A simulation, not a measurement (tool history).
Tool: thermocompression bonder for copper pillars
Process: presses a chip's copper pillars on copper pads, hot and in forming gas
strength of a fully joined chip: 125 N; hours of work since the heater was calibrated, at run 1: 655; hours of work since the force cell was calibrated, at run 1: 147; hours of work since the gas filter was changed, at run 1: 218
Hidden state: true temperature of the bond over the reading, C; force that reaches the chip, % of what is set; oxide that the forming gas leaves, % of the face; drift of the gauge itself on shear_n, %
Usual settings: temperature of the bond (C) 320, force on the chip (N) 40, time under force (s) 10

run	day	temperature of the bond (C)	force on the chip (N)	time under force (s)	hours of work since the heater was calibrated	hours of work since the force cell was calibrated	hours of work since the gas filter was changed	force that shears a chip off (N)
1	0	320	40	10	655	147	218	89.1
2	0.204	299	40	10	657	150	220	77.9
3	0.471	320	54	10	660	153	223	107.6
4	0.833	320	40	10	664	157	227	89
5	1.304	320	40	10	670	162	232	90
6	1.692	320	40	16	674	166	237	99.1
7	2.017	320	56	10	678	170	240	108.7
8	2.388	320	56	10	682	174	245	109.3
9	2.854	320	40	10	687	179	250	89.4
10	3.2	320	40	10	691	183	254	89.9
11	3.679	320	40	10	696	188	259	89.2
12	4.004	320	40	10	700	192	263	88.9
13	4.242	320	40	8	702	195	265	84.6
14	4.708	320	40	8	708	200	270	83.8
15	4.921	320	40	8	710	202	273	84.2
16	5.192	320	40	8	713	205	276	83.8
17	5.558	320	40	8	717	209	280	84.4
18	5.925	320	40	8	721	213	284	84.2
19	6.392	319	59	10	726	219	289	110.9

Forecast run 20:
20	6.783	319	59	10	731	223	293	?

{"run 20": {"force that shears a chip off (N)": 111.4}}
Without the tool's hidden state the same run would have given force that shears a chip off (N) 111.6.
